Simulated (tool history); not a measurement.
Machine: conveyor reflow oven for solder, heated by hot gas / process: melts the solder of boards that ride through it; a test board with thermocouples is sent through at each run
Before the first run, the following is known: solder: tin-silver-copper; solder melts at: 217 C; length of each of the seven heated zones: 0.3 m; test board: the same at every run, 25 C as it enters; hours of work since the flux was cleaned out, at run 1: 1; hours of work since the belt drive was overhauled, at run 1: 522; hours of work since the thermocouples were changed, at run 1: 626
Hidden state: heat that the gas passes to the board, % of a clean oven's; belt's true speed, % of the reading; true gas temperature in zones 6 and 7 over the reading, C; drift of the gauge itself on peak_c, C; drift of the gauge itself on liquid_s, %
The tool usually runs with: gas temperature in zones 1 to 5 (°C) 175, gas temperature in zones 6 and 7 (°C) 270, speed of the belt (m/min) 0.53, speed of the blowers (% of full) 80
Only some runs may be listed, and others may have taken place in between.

run	hour	gas temperature in zones 1 to 5 (°C)	gas temperature in zones 6 and 7 (°C)	speed of the belt (m/min)	speed of the blowers (% of full)	hours of work since the flux was cleaned out	hours of work since the belt drive was overhauled	hours of work since the thermocouples were changed	highest temperature of the board (°C)	time above the solder's melting point (s)
1	0	175	270	0.53	80	1	522	626	253.2	51.6
# hour 54.1: thermocouples of zones 6 and 7 changed
2	80	161	270	0.53	80	59	580	19	250	45.2
3	113.9	175	270	0.53	80	84	605	44	251.9	51.8
4	155.9	175	270	0.53	80	115	636	75	252.3	51.6
5	232	175	270	0.53	80	171	692	132	252	52
# hour 293.6: flux residue cleaned out of gas plates and filters
6	305.8	175	270	0.53	80	9	743	182	251.8	50.2
7	358.3	175	270	0.53	80	48	782	221	251.6	50.3
8	395.7	175	270	0.53	80	76	809	249	251.9	50.8
# hour 441.9: flux residue cleaned out of gas plates and filters, once more
9	459.6	175	270	0.53	80	13	853	292	253.6	52.8
10	507.5	175	280	0.529	80	49	888	328	261.7	57.6
# hour 574.4: belt drive overhauled, speed set with a stopwatch
11	584.1	175	280	0.529	80	102	7	382	260.7	55.1
12	643.5	175	280	0.529	80	146	51	425	260.8	55.5
13	689.9	175	270	0.494	80	180	85	460	254.5	56.3

What if the next run were any one of these 3? Each begins from the tool's condition after run 13:
# hour 734.2: flux residue cleaned out of gas plates and filters
A	760.9	175	271	0.632	84	20	134	509	?	?
# hour 734.2: flux residue cleaned out of gas plates and filters
B	760.9	175	261	0.48	80	20	134	509	?	?
# hour 734.2: flux residue cleaned out of gas plates and filters
C	760.9	175	270	0.557	76	20	134	509	?	?

run	highest temperature of the board (°C)	time above the solder's melting point (s)
A	248	39.6
B	248.4	54.8
C	249.8	46.5
Without the tool's hidden state the same runs would have given:
run	highest temperature of the board (°C)	time above the solder's melting point (s)
A	247	38.8
B	247.2	53.7
C	248.7	45.6
